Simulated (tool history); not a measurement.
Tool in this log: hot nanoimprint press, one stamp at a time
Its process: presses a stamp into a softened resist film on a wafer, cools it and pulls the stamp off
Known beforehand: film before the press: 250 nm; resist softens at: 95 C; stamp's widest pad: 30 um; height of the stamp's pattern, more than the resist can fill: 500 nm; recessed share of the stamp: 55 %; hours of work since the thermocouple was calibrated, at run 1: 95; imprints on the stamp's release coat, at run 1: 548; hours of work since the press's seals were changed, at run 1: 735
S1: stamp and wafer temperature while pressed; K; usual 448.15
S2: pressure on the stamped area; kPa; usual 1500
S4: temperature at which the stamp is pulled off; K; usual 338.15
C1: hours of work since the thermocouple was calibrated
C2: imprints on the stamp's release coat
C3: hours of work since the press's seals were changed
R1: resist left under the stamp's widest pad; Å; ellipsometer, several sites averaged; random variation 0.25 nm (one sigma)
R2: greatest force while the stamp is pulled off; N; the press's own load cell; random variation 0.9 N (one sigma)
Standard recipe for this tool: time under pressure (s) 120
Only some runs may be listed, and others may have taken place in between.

{"run": 1, "hour": 0.0, "S1": 448.15, "S2": 1500, "time under pressure (s)": 120, "S4": 338.15, "C1": 95, "C2": 548, "C3": 735, "R1": 1400, "R2": 121.7}
{"run": 2, "hour": 23.3, "S1": 448.15, "S2": 1500, "time under pressure (s)": 120, "S4": 338.15, "C1": 113, "C2": 632, "C3": 753, "R1": 1406, "R2": 120.4}
{"run": 3, "hour": 40.2, "S1": 448.15, "S2": 1480, "time under pressure (s)": 120, "S4": 338.15, "C1": 126, "C2": 693, "C3": 765, "R1": 1417, "R2": 122.5}
{"hour": 51.3, "done": "press's hydraulic seals changed and the load cell set to zero"}
{"run": 4, "hour": 60.5, "S1": 448.15, "S2": 1200, "time under pressure (s)": 120, "S4": 338.15, "C1": 135, "C2": 737, "C3": 7, "R1": 1528, "R2": 121.2}
{"run": 5, "hour": 85.5, "S1": 448.15, "S2": 1200, "time under pressure (s)": 120, "S4": 338.15, "C1": 154, "C2": 827, "C3": 26, "R1": 1531, "R2": 121.4}
{"run": 6, "hour": 108.1, "S1": 448.15, "S2": 1200, "time under pressure (s)": 120, "S4": 338.15, "C1": 171, "C2": 909, "C3": 43, "R1": 1533, "R2": 124.2}
{"run": 7, "hour": 125.8, "S1": 448.15, "S2": 1200, "time under pressure (s)": 120, "S4": 338.15, "C1": 185, "C2": 972, "C3": 56, "R1": 1534, "R2": 120.7}
{"run": 8, "hour": 136.5, "S1": 448.15, "S2": 1200, "time under pressure (s)": 120, "S4": 338.15, "C1": 193, "C2": 1011, "C3": 64, "R1": 1533, "R2": 122.7}
{"run": 9, "hour": 157.9, "S1": 448.15, "S2": 1500, "time under pressure (s)": 120, "S4": 331.15, "C1": 209, "C2": 1088, "C3": 81, "R1": 1411, "R2": 142.4}
{"run": 10, "hour": 174.0, "S1": 451.15, "S2": 1500, "time under pressure (s)": 120, "S4": 338.15, "C1": 221, "C2": 1146, "C3": 93, "R1": 1314, "R2": 122.4}
{"run": 11, "hour": 191.8, "S1": 451.15, "S2": 1500, "time under pressure (s)": 120, "S4": 338.15, "C1": 234, "C2": 1210, "C3": 106, "R1": 1322, "R2": 122.6}
{"hour": 213.9, "done": "stamp cleaned and given a new release coat"}
{"run": 12, "hour": 214.2, "S1": 451.15, "S2": 1500, "time under pressure (s)": 120, "S4": 338.15, "C1": 247, "C2": 1, "C3": 119, "R1": 1321, "R2": 120.9}
{"run": 13, "hour": 235.7, "S1": 448.15, "S2": 1500, "time under pressure (s)": 120, "S4": 338.15, "C1": 263, "C2": 79, "C3": 135, "R1": 1418, "R2": 122.6}
{"run": 14, "hour": 259.4, "S1": 448.15, "S2": 1500, "time under pressure (s)": 120, "S4": 338.15, "C1": 281, "C2": 164, "C3": 153, "R1": 1411, "R2": 121}
{"run": 15, "hour": 279.2, "S1": 448.15, "S2": 1500, "time under pressure (s)": 120, "S4": 338.15, "C1": 296, "C2": 236, "C3": 168, "R1": 1415, "R2": 120.9}
{"run": 16, "hour": 302.9, "S1": 451.15, "S2": 1500, "time under pressure (s)": 86, "S4": 338.15, "C1": 314, "C2": 321, "C3": 186, "R1": 1478, "R2": 119.9}
{"run": 17, "hour": 325.7, "S1": 442.15, "S2": 1530, "time under pressure (s)": 103, "S4": 324.15, "C1": 331, "C2": 403, "C3": 203, "R1": 1679, "R2": 164.2}
{"hour": 338.2, "done": "plate thermocouple calibrated"}
{"run": 18, "hour": 343.6, "S1": 448.15, "S2": 1500, "time under pressure (s)": 115, "S4": 338.15, "C1": 4, "C2": 457, "C3": 214, "R1": 1443, "R2": 121.5}
{"run": 19, "hour": 358.4, "S1": 448.15, "S2": 1500, "time under pressure (s)": 115, "S4": 338.15, "C1": 15, "C2": 510, "C3": 225, "R1": 1444, "R2": 122.3}
{"run": 20, "hour": 383.7, "S1": 443.15, "S2": 1500, "time under pressure (s)": 115, "S4": 338.15, "C1": 34, "C2": 601, "C3": 244, "R1": 1604, "R2": 121.6}
{"run": 21, "hour": 406.6, "S1": 443.15, "S2": 1160, "time under pressure (s)": 210, "S4": 341.15, "C1": 52, "C2": 684, "C3": 262, "R1": 1474, "R2": 113.3}
{"run": 22, "hour": 432.3, "S1": 448.15, "S2": 1270, "time under pressure (s)": 120, "S4": 338.15, "C1": 71, "C2": 776, "C3": 281, "R1": 1515, "R2": 122.2}
{"run": 23, "hour": 455.6, "S1": 448.15, "S2": 1970, "time under pressure (s)": 120, "S4": 338.15, "C1": 89, "C2": 860, "C3": 299, "R1": 1268, "R2": 120.5}
{"run": 24, "hour": 472.4, "S1": 448.15, "S2": 1970, "time under pressure (s)": 120, "S4": 338.15, "C1": 101, "C2": 921, "C3": 312, "R1": 1277, "R2": 123.2}
{"run": 25, "hour": 493.8, "S1": 449.15, "S2": 1970, "time under pressure (s)": 120, "S4": 338.15, "C1": 118, "C2": 998, "C3": 328, "R1": 1247, "R2": 121.3}
{"run": 26, "hour": 513.0, "S1": 449.15, "S2": 1970, "time under pressure (s)": 120, "S4": 338.15, "C1": 132, "C2": 1067, "C3": 342, "R1": 1244, "R2": 123}
{"run": 27, "hour": 524.7, "S1": 448.15, "S2": 2030, "time under pressure (s)": 77, "S4": 338.15, "C1": 141, "C2": 1109, "C3": 351, "R1": 1463, "R2": 121.9}
{"run": 28, "hour": 535.5, "S1": 448.15, "S2": 2030, "time under pressure (s)": 77, "S4": 338.15, "C1": 149, "C2": 1148, "C3": 359, "R1": 1463, "R2": 123.2}
{"run": 29, "hour": 559.7, "S1": 448.15, "S2": 940, "time under pressure (s)": 113, "S4": 338.15, "C1": 167, "C2": 1235, "C3": 378, "R1": 1718, "R2": 122.8}

A few steps of R1 between consecutive runs. Split each: what settings, incoming material and random variation would produce without the hidden state, and what is left over for the hidden state, along with gauge scatter present in only one of the two compared results (measured, and without hidden state):
Hidden state at play: true temperature over the reading, C; pressure that arrives at the usual setting, %; grip of the stamp's worn release coat, % over a new coat's; drift of the gauge itself on residual_nm, %; drift of the gauge itself on pull_off_n, %.
Run 22 -> 23: S2 1270 -> 1970. R1 -247 Å: hidden state -4, all else -243.
Run 28 -> 29: S2 2030 -> 940, time under pressure (s) 77 -> 113. R1 +255 Å: hidden state +5, all else +250.

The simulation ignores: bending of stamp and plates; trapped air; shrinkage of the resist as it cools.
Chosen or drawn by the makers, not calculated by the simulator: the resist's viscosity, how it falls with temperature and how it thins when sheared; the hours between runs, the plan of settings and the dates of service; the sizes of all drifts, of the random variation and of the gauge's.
